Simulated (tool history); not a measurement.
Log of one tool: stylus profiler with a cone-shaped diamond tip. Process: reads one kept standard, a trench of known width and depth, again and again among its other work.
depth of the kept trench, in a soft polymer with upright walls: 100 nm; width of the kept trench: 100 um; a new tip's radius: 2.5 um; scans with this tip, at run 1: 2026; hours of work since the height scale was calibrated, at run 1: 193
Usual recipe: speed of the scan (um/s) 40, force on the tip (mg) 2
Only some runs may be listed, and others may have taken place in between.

run,hour,speed of the scan (um/s),force on the tip (mg),scans with this tip,hours of work since the height scale was calibrated,depth of the trench (nm),width of the trench's floor (um)
1,0,40,2,2026,193,101.28,98.24
2,17.7,40,2,2120,202,101.38,98.24
3,29.1,40,2,2180,208,101.23,98.19
4,47,20,2,2275,217,101.4,98.34
5,69.4,40,1.34,2392,228,100.97,98.14
6,89,40,1.34,2496,238,100.83,98.15
7,106.8,40,1.34,2590,247,101.18,98.14
8,117.3,40,2,2645,252,101.46,98.16
9,132.2,15,2,2724,260,101.19,98.31
10,147.7,55,2,2806,267,101.22,98.07
11,161.2,55,2,2877,274,101.18,98.06
12,175.7,19,2,2954,281,101.05,98.32
13,196.3,20,2,3063,292,101.29,98.27
14,213,20,2,3150,300,101.17,98.25
15,226.1,40,2,3220,307,101.03,98.19
16,244,49,2,3314,316,101.09,98.07
17,266.4,49,2,3433,327,101.02,98.09
18,285.8,36,2,3535,337,101.42,98.16
19,299.3,36,2,3606,344,101.04,98.16
20,312.8,36,2,3677,350,101.25,98.18
21,333,18,2.53,3784,361,101.47,98.26
22,354.3,29,5.13,3897,371,102.5,98.19
23,367.5,29,1.34,3966,378,100.89,98.13
24,377.4,29,1.34,4018,383,100.88,98.09
25,392.5,29,1.34,4098,390,100.86,98.1
26,413.3,30,2,4208,401,101.19,98.16
27,433.9,61,3.39,4317,411,101.85,98.04
28,449.5,61,3.39,4399,419,101.84,97.99
29,469.3,15,1.56,4504,429,100.88,98.23
30,489,28,4.78,4608,439,102.21,98.24
31,507.1,51,5.71,4703,448,102.65,98.12
32,523.1,51,5.71,4788,456,102.66,98.04
33,534.2,51,5.71,4846,462,102.55,98.09
34,549.3,149,3.91,4926,469,101.84,97.6
35,570.8,34,1.38,5039,480,100.98,97.98
36,585,30,4.94,5114,487,102.37,98.1
37,601.2,58,5.85,5200,495,102.81,98.02
38,621.3,21,2.9,5306,505,101.51,98.14
39,631.5,47,2.64,5360,511,101.38,97.94
40,652.6,40,0.78,5471,521,100.5,97.87

4 ways to go on from here, each from the tool as it stands after run 40. What would each give?
A,673.3,62,2.94,5581,532,?,?
B,673.3,71,2,5581,532,?,?
C,673.3,75,1.27,5581,532,?,?
D,673.3,127,2.69,5581,532,?,?

run,depth of the trench (nm),width of the trench's floor (um)
A,101.5,97.88
B,101.06,97.81
C,100.68,97.59
D,101.28,97.5
Take away the tool's hidden state, keep each run's random variation, and the runs would have read:
run,depth of the trench (nm),width of the trench's floor (um)
A,101.77,98.24
B,101.32,98.17
C,100.95,97.94
D,101.55,97.86
